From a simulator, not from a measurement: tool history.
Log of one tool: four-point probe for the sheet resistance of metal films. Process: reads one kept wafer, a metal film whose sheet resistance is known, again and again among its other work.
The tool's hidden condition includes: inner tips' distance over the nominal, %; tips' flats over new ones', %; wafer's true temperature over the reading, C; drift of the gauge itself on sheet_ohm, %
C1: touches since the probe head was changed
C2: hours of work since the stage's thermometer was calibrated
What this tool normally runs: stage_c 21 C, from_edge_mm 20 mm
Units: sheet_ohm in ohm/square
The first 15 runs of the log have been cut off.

At hour 308.1: stage's thermometer calibrated.
Run 16, hour 331.8: usual settings but from_edge_mm 13 mm; C1 32848; C2 16. Result: sheet_ohm 0.19607 ohm/square.
Run 17, hour 351.6: usual settings but from_edge_mm 13 mm; C1 33345; C2 30. Result: sheet_ohm 0.196071 ohm/square.
Run 18, hour 367.5: usual settings but from_edge_mm 5 mm; C1 33748; C2 40. Result: sheet_ohm 0.201622 ohm/square.
Run 19, hour 387.2: usual settings but stage_c 19 C, from_edge_mm 62 mm; C1 34244; C2 54. Result: sheet_ohm 0.1947 ohm/square.
Run 20, hour 411.7: usual settings but stage_c 19 C, from_edge_mm 62 mm; C1 34861; C2 70. Result: sheet_ohm 0.194555 ohm/square.
At hour 414.8: stage's thermometer calibrated, once more.
Run 21, hour 439.6: usual settings but stage_c 19 C, from_edge_mm 71 mm; C1 35551; C2 17. Result: sheet_ohm 0.195044 ohm/square.
Run 22, hour 461: usual settings but stage_c 19 C, from_edge_mm 71 mm; C1 36090; C2 31. Result: sheet_ohm 0.194974 ohm/square.
Run 23, hour 478.4: usual settings but stage_c 19 C, from_edge_mm 71 mm; C1 36530; C2 43. Result: sheet_ohm 0.19498 ohm/square.
Run 24, hour 507.9: usual settings but stage_c 18 C, from_edge_mm 73 mm; C1 37272; C2 63. Result: sheet_ohm 0.194804 ohm/square.
Run 25, hour 521.7: usual settings but stage_c 19 C, from_edge_mm 23 mm; C1 37619; C2 73. Result: sheet_ohm 0.195378 ohm/square.
Run 26, hour 553.9: usual settings but stage_c 23 C, from_edge_mm 70 mm; C1 38431; C2 94. Result: sheet_ohm 0.196131 ohm/square.
Run 27, hour 574.4: usual settings but stage_c 23 C, from_edge_mm 70 mm; C1 38947; C2 108. Result: sheet_ohm 0.196124 ohm/square.
Run 28, hour 601.4: usual settings but stage_c 23 C, from_edge_mm 6 mm; C1 39629; C2 127. Result: sheet_ohm 0.200667 ohm/square.
Run 29, hour 621.5: usual settings but stage_c 19 C, from_edge_mm 5 mm; C1 40135; C2 140. Result: sheet_ohm 0.201554 ohm/square.
Run 30, hour 647.1: usual settings but stage_c 27 C, from_edge_mm 4 mm; C1 40781; C2 158. Result: sheet_ohm 0.207242 ohm/square.
Run 31, hour 672.4: usual settings but stage_c 24 C, from_edge_mm 30 mm; C1 41417; C2 175. Result: sheet_ohm 0.196553 ohm/square.

Forecast each of these 4 alternatives for the next run:
Run A, hour 697: usual settings but stage_c 24 C, from_edge_mm 70 mm; C1 42036; C2 192. Result: sheet_ohm ?.
Run B, hour 697: usual settings but stage_c 24 C, from_edge_mm 27 mm; C1 42036; C2 192. Result: sheet_ohm ?.
Run C, hour 697: usual settings but stage_c 18 C, from_edge_mm 40 mm; C1 42036; C2 192. Result: sheet_ohm ?.
Run D, hour 697: usual settings but stage_c 24 C, from_edge_mm 45 mm; C1 42036; C2 192. Result: sheet_ohm ?.

run  sheet_ohm
  A   0.196485
  B   0.196621
  C   0.194888
  D   0.196352
Stripped of hidden state, with their random variation kept, the same runs would have yielded:
run  sheet_ohm
  A   0.195067
  B   0.195203
  C   0.193482
  D   0.194935
